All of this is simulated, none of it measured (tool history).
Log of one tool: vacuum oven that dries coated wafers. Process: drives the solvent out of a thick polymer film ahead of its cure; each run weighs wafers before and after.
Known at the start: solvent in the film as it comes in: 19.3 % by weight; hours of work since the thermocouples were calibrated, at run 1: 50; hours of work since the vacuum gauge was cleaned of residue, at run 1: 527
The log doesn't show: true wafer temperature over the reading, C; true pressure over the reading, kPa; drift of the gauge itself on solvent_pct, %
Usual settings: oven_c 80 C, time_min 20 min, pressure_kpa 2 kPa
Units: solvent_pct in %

run	hour	oven_c	time_min	pressure_kpa	hours of work since the thermocouples were calibrated	hours of work since the vacuum gauge was cleaned of residue	solvent_pct
1	0	80	20	2	50	527	1.79
2	10	80	11	2	57	534	3.66
3	20.4	80	11	2	64	542	3.65
4	28.6	80	20	1.47	71	548	1.45
5	39.6	80	17	2	79	556	2.13
6	48	80	17	1.43	85	562	1.81
7	61.4	80	20	2	95	572	1.75
8	76.7	80	24	2	106	583	1.5
9	85.9	72	29	2.27	113	590	2.5
10	94.5	72	29	2.27	119	596	2.54
11	103.5	72	29	2.27	125	603	2.55
12	114.3	74	23	4.47	133	611	4.22
13	130.4	74	23	4.47	145	623	4.24
14	145.4	74	23	4.47	156	634	4.26
15	163.8	80	12	1.87	170	647	3.19
16	175.8	80	12	1.87	179	656	3.23

5 ways to go on from here, each from the tool as it stands after run 16. What would each give?
A	188.9	80	14	4.91	188	666	?
B	188.9	80	16	2	188	666	?
C	188.9	77	20	2	188	666	?
D	188.9	90	17	2	188	666	?
E	188.9	92	20	2.3	188	666	?

run	solvent_pct
A	4.32
B	2.31
C	2.25
D	0.97
E	0.91
Without the tool's hidden state the same runs would have given:
run	solvent_pct
A	4.32
B	2.31
C	2.25
D	0.97
E	0.91
